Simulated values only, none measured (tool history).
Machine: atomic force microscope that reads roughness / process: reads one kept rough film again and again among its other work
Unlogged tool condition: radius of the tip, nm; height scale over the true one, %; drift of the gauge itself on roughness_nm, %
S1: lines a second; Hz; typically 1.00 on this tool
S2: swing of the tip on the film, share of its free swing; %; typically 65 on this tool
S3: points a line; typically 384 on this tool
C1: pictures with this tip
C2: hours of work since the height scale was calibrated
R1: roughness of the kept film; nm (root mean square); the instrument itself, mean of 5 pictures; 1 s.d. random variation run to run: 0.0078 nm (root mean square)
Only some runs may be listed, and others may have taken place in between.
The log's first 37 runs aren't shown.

Run 38, hour 259.3: usual settings but S1 1.09 Hz, S2 77 %, S3 481; C1 83; C2 281. Result: R1 1.591 nm (root mean square).
Run 39, hour 265.5: usual settings but S1 2.35 Hz, S2 64 %, S3 646; C1 92; C2 286. Result: R1 1.599 nm (root mean square).
Run 40, hour 272.1: usual settings but S1 0.96 Hz; C1 102; C2 290. Result: R1 1.624 nm (root mean square).
Run 41, hour 278.6: usual settings but S1 0.56 Hz, S3 429; C1 112; C2 295. Result: R1 1.668 nm (root mean square).
Run 42, hour 282.6: usual settings but S1 1.12 Hz, S2 81 %, S3 414; C1 118; C2 297. Result: R1 1.543 nm (root mean square).
Run 43, hour 287.3: usual settings but S1 0.71 Hz, S2 79 %, S3 545; C1 125; C2 300. Result: R1 1.610 nm (root mean square).
Run 44, hour 291.5: usual settings but S1 0.71 Hz, S2 79 %, S3 545; C1 131; C2 303. Result: R1 1.601 nm (root mean square).
Run 45, hour 295.5: usual settings but S3 708; C1 138; C2 306. Result: R1 1.631 nm (root mean square).
Run 46, hour 300.3: usual settings but S1 3.07 Hz, S3 708; C1 145; C2 309. Result: R1 1.519 nm (root mean square).
Run 47, hour 306.8: usual settings but S1 0.80 Hz, S2 86 %, S3 433; C1 155; C2 314. Result: R1 1.549 nm (root mean square).
Run 48, hour 312.9: usual settings but S1 1.10 Hz, S2 58 %, S3 603; C1 164; C2 318. Result: R1 1.631 nm (root mean square).
Run 49, hour 319.5: usual settings but S1 3.73 Hz, S2 75 %; C1 174; C2 323. Result: R1 1.366 nm (root mean square).
Run 50, hour 328.3: usual settings but S2 63 %; C1 187; C2 329. Result: R1 1.608 nm (root mean square).
Run 51, hour 335.2: usual settings but S1 2.08 Hz, S2 77 %, S3 402; C1 197; C2 333. Result: R1 1.463 nm (root mean square).
Run 52, hour 341.7: usual settings but S1 2.08 Hz, S2 77 %, S3 402; C1 207; C2 338. Result: R1 1.442 nm (root mean square).
Run 53, hour 349.5: usual settings but S1 1.93 Hz, S2 77 %, S3 543; C1 219; C2 343. Result: R1 1.466 nm (root mean square).
Run 54, hour 359.1: usual settings but S1 1.93 Hz, S2 77 %, S3 543; C1 234; C2 350. Result: R1 1.456 nm (root mean square).

Predict each of these 3 candidate next runs independently; none follows another, all start after run 54:
Run A, hour 368.8: usual settings but S1 1.45 Hz, S2 90 %, S3 543; C1 248; C2 356. Result: R1 ?.
Run B, hour 368.8: usual settings but S1 1.93 Hz, S2 87 %, S3 414; C1 248; C2 356. Result: R1 ?.
Run C, hour 368.8: usual settings but S2 86 %; C1 248; C2 356. Result: R1 ?.

run     R1
  A  1.383
  B  1.358
  C  1.479
Without the tool's unlogged condition, the same runs would have read:
run     R1
  A  1.479
  B  1.451
  C  1.582
